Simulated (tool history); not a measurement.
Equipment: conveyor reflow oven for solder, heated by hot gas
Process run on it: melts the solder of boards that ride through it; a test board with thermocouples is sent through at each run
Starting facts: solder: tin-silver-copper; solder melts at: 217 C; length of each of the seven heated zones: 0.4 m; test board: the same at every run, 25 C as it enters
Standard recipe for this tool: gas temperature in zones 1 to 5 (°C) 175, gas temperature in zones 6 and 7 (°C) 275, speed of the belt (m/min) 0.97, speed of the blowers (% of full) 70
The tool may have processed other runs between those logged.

run   hour  gas temperature in zones 1 to 5 (°C)  gas temperature in zones 6 and 7 (°C)  speed of the belt (m/min)  speed of the blowers (% of full)  highest temperature of the board (°C)  time above the solder's melting point (s)
  1      0                                   175                                    275                       0.97                                70                                  255.3                                      37.97
  2   17.5                                   175                                    269                       0.97                                70                                  250.2                                      35.56
  3   32.4                                   175                                    275                       0.97                                70                                  255.2                                      37.99
  4   53.6                                   175                                    275                       0.97                                70                                    255                                         38
  5     68                                   175                                    275                       0.97                                70                                    255                                      37.89
  6   78.8                                   175                                    275                       0.97                                70                                  254.9                                      37.74
  7   91.3                                   175                                    284                       0.97                                70                                  262.6                                      41.02
  8  112.6                                   175                                    284                       0.97                                70                                  262.4                                      41.01
       126  -- flux residue cleaned out of gas plates and filters
  9  139.6                                   175                                    275                       0.97                                70                                  256.6                                      38.71
 10  157.5                                   175                                    287                       0.97                                70                                  266.7                                      42.53
 11  172.1                                   175                                    287                       0.97                                70                                  266.7                                      42.56
 12  184.7                                   175                                    275                       0.97                                70                                  256.3                                      38.55
 13  202.1                                   160                                    275                       0.97                                70                                  253.2                                      34.01
 14  215.3                                   160                                    275                       0.97                                70                                  253.2                                      33.96
 15  236.4                                   175                                    275                      1.154                                70                                  249.1                                      28.65
 16  255.5                                   175                                    275                      1.154                                70                                  248.9                                      28.45
 17    274                                   183                                    287                      1.011                                65                                  264.5                                      41.72
 18  293.3                                   162                                    264                      0.941                                68                                  244.7                                      30.73
 19  314.8                                   162                                    273                      0.941                                78                                  254.9                                      36.67
 20    327                                   166                                    266                      0.875                                70                                  249.8                                      37.86
 21  342.8                                   164                                    272                       0.97                                70                                  250.9                                      33.61
 22  362.5                                   176                                    289                       0.97                                70                                  267.6                                      43.22
 23  375.5                                   176                                    289                       0.97                                70                                  267.6                                      43.18
 24  393.6                                   175                                    279                       1.04                                70                                    256                                      35.42
 25  412.8                                   179                                    286                      1.039                                62                                    260                                      37.78
     427.8  -- flux residue cleaned out of gas plates and filters
 26  439.1                                   179                                    286                      1.039                                62                                  261.1                                      38.37
 27    455                                   173                                    265                      0.993                                70                                  246.8                                      32.65
 28  476.7                                   175                                    283                      0.839                                70                                  268.6                                      50.39
 29  490.6                                   184                                    275                       0.97                                87                                  261.8                                      43.38
 30  512.7                                   170                                    290                      1.111                                62                                  258.7                                      32.93
 31    525                                   170                                    290                      1.111                                62                                  258.4                                      32.83
 32  536.8                                   170                                    290                      1.111                                62                                  258.7                                      32.85

Predict each of these 3 candidate next runs independently; none follows another, all start after run 32:
  A  557.6                                   188                                    284                      0.998                                62                                      ?                                          ?
  B  557.6                                   170                                    278                       0.97                                60                                      ?                                          ?
  C  557.6                                   189                                    275                      0.864                                70                                      ?                                          ?

run  highest temperature of the board (°C)  time above the solder's melting point (s)
  A                                  263.1                                      43.04
  B                                  254.4                                      36.24
  C                                  262.5                                       50.6
The same runs, with their run-to-run variation unchanged, on a tool lacking any hidden condition would have given:
run  highest temperature of the board (°C)  time above the solder's melting point (s)
  A                                  262.7                                      42.72
  B                                    254                                      35.97
  C                                  261.9                                      50.18
